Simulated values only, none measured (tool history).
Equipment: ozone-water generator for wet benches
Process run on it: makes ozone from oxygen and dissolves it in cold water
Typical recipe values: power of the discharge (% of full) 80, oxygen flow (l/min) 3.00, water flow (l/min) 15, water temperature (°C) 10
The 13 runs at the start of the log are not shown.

run,hour,power of the discharge (% of full),oxygen flow (l/min),water flow (l/min),water temperature (°C),hours of work since the electrodes were changed,hours of work since the contactor was cleaned,hours of work since the thermometer was calibrated,dissolved ozone (ppm),ozone in the gas ahead of the water (g/m3)
14,1100.7,80,3.00,14,10,1927,7132,1260,18.2,199.2
15,1168.1,80,3.00,14,10,1989,7194,1322,18.3,197.8
16,1223.6,80,3.00,14,10,2040,7245,1373,17.9,195.7
17,1281.9,80,3.00,14,10,2093,7298,1427,18.4,197.0
18,1400.4,80,3.73,14,14,2202,7407,1535,17.4,175.2
19,1498.5,80,5.28,13,10,2292,7497,1625,19.6,143.8
20,1576.6,72,3.00,15,10,2364,7568,1697,15.9,185.9
21,1663.2,72,3.00,15,10,2443,7648,1776,16.0,186.0
22,1776.9,60,2.05,16,6,2547,7752,1881,12.8,207.4
23,1874.9,41,3.16,20,18,2637,7842,1971,7.8,131.6
24,1967.2,80,4.34,21,13,2722,7927,2055,11.9,161.8
25,2056.9,52,4.34,9,13,2804,8009,2138,19.5,125.4
26,2110.6,80,4.96,18,9,2854,8058,2187,14.6,147.7
27,2206.2,66,3.00,16,10,2941,8146,2274,14.0,177.3
28,2308.3,80,3.00,15,8,3035,8240,2368,17.0,195.4
29,2396.2,81,3.08,12,10,3115,8320,2449,20.9,196.4
30,2520.3,81,3.08,12,10,3229,8434,2563,20.7,192.6
31,2606.6,81,3.08,12,10,3308,8513,2642,21.1,190.2
32,2718.7,81,3.40,12,10,3411,8616,2745,20.7,182.0
33,2845.9,81,4.64,12,10,3528,8733,2861,20.8,151.0

Each row is a separate what-if for the run after 33, all from the same tool condition, not one after another. Results?
A,2961.2,81,5.13,12,13,3634,8838,2967,?,?
B,2961.2,66,5.39,12,10,3634,8838,2967,?,?
C,2961.2,50,2.31,12,10,3634,8838,2967,?,?
D,2961.2,71,2.00,12,5,3634,8838,2967,?,?

run,dissolved ozone (ppm),ozone in the gas ahead of the water (g/m3)
A,19.6,145.9
B,18.1,125.8
C,15.4,173.0
D,18.9,229.8
Without the tool's hidden state the same runs would have given:
run,dissolved ozone (ppm),ozone in the gas ahead of the water (g/m3)
A,22.3,151.0
B,20.5,129.8
C,17.4,177.7
D,21.5,237.4
